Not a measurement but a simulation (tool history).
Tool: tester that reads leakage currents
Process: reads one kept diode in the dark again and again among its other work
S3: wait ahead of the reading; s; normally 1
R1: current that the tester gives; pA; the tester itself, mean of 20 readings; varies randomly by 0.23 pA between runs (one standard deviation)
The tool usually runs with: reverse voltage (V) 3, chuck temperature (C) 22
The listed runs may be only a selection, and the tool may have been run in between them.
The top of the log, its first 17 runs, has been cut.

Run 18, hour 2102: usual settings. Result: R1 74.71 pA.
Run 19, hour 2190.3: usual settings but chuck temperature (C) 43. Result: R1 385.48 pA.
Run 20, hour 2353.2: usual settings but chuck temperature (C) 43. Result: R1 384.71 pA.
Run 21, hour 2452.2: usual settings but reverse voltage (V) 15.65, chuck temperature (C) 26. Result: R1 279.3 pA.
Run 22, hour 2627.3: usual settings but reverse voltage (V) 3.89, chuck temperature (C) 24. Result: R1 102.81 pA.
Run 23, hour 2709.3: usual settings but reverse voltage (V) 7.08, chuck temperature (C) 24, S3 2.03 s. Result: R1 146.28 pA.
Run 24, hour 2851.8: usual settings but S3 2.23 s. Result: R1 74.56 pA.
Run 25, hour 2952.6: usual settings but reverse voltage (V) 2.93, S3 0.41 s. Result: R1 74.34 pA.
Run 26, hour 3055.1: usual settings but reverse voltage (V) 2.93, S3 0.41 s. Result: R1 73.77 pA.
Run 27, hour 3167.9: usual settings but reverse voltage (V) 6.9, S3 6.83 s. Result: R1 122.52 pA.
At hour 3238.6: probe card cleaned and baked.
Run 28, hour 3245.4: usual settings but reverse voltage (V) 6.9, S3 6.83 s. Result: R1 122.76 pA.
Run 29, hour 3405.1: usual settings but reverse voltage (V) 4.03, chuck temperature (C) 26, S3 2.45 s. Result: R1 123.09 pA.
Run 30, hour 3575.8: usual settings but reverse voltage (V) 5.97, chuck temperature (C) 36, S3 5.58 s. Result: R1 342.88 pA.
Run 31, hour 3750.9: usual settings but reverse voltage (V) 1.35, chuck temperature (C) 27, S3 5.2 s. Result: R1 69.59 pA.
Run 32, hour 3929: usual settings but reverse voltage (V) 11.82, chuck temperature (C) 27, S3 1.6 s. Result: R1 256.08 pA.
Run 33, hour 4013.8: usual settings but reverse voltage (V) 11.82, chuck temperature (C) 23, S3 3.57 s. Result: R1 182.95 pA.
Run 34, hour 4122.9: usual settings but reverse voltage (V) 11.82, chuck temperature (C) 23, S3 3.57 s. Result: R1 182.59 pA.
Run 35, hour 4295.4: usual settings but reverse voltage (V) 11.82, chuck temperature (C) 23, S3 3.57 s. Result: R1 183.64 pA.

What if the next run were any one of these 3? Each begins from the tool's condition after run 35:
Run A, hour 4429.2: usual settings but reverse voltage (V) 9.75, chuck temperature (C) 33, S3 2.73 s. Result: R1 ?.
Run B, hour 4429.2: usual settings but reverse voltage (V) 1.86, chuck temperature (C) 39, S3 3.57 s. Result: R1 ?.
Run C, hour 4429.2: usual settings but reverse voltage (V) 2.01, chuck temperature (C) 23, S3 1.4 s. Result: R1 ?.

run      R1
  A  366.36
  B  215.38
  C   63.75
Had the tool no hidden state, the same runs would have come out as:
run      R1
  A  366.77
  B  215.63
  C   63.83

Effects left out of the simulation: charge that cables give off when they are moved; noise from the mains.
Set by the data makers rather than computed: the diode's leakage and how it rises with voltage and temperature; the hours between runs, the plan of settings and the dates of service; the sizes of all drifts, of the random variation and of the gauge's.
